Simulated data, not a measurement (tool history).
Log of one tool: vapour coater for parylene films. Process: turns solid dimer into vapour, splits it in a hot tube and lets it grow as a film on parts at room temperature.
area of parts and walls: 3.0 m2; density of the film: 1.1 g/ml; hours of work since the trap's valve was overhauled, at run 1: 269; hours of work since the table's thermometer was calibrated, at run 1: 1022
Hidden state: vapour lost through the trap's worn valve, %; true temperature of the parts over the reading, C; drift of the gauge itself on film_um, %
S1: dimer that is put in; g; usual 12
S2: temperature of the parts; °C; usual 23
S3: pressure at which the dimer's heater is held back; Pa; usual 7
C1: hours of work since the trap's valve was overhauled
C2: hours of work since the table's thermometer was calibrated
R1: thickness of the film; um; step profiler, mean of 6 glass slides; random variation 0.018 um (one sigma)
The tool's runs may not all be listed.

run    hour  S1  S2    S3   C1    C2    R1
  1       0  12  23     7  269  1022  1.69
       21.6  -- trap's valve overhauled
  2    41.3  12  23     7   12  1045  1.68
  3    96.7  12  19     7   45  1078  1.88
  4     147  12  19     7   75  1108  1.87
  5   186.5  12  23     7   99  1132  1.66
  6   259.3  12  23  6.85  143  1176  1.61
        276  -- trap's valve overhauled, once more
  7   314.5  12  23  6.85   23  1206  1.78
  8   367.4  12  23     7   55  1238  1.76
  9   430.9  12  23     7   93  1276  1.73
 10     477  12  23     7  121  1304  1.73
 11   542.2  20  23     7  160  1343  2.86
 12   624.9  20  23     7  210  1393  2.85
 13   694.7  12  23     7  252  1435   1.7
      747.2  -- trap's valve overhauled
 14   756.6  12  24     7    6  1470  1.72
      788.1  -- table's thermometer calibrated
 15   793.4  10  24  3.49   27     3  1.64
 16   844.3   8  16  5.53   58    34  1.57
 17     882  20  23  9.51   80    56   2.9
 18     963   8  25  9.51  129   105  1.09
 19    1007   8  25  9.51  156   132  1.08
 20  1079.6  19  17  7.01  199   175  3.37
 21  1163.7   9  30  5.41  250   226  1.06
     1221.9  -- trap's valve overhauled
 22    1233   9  22  4.82    7   265   1.5
 23  1300.1  12  24  9.32   47   305  1.69
 24    1376   6  29   3.6   93   351   0.8
 25    1440  12  23     7  131   389  1.75

4 ways to go on from here, each from the tool as it stands after run 25. What would each give?
  A  1506.9   8  23     7  171  429   ?
  B  1506.9  12  19     7  171  429   ?
  C  1506.9  13  23     7  171  429   ?
  D  1506.9  12  29  8.63  171  429   ?

run    R1
  A  1.16
  B  1.96
  C  1.89
  D  1.42
Without the tool's hidden state the same runs would have given:
run    R1
  A  1.21
  B  2.05
  C  1.97
  D  1.48
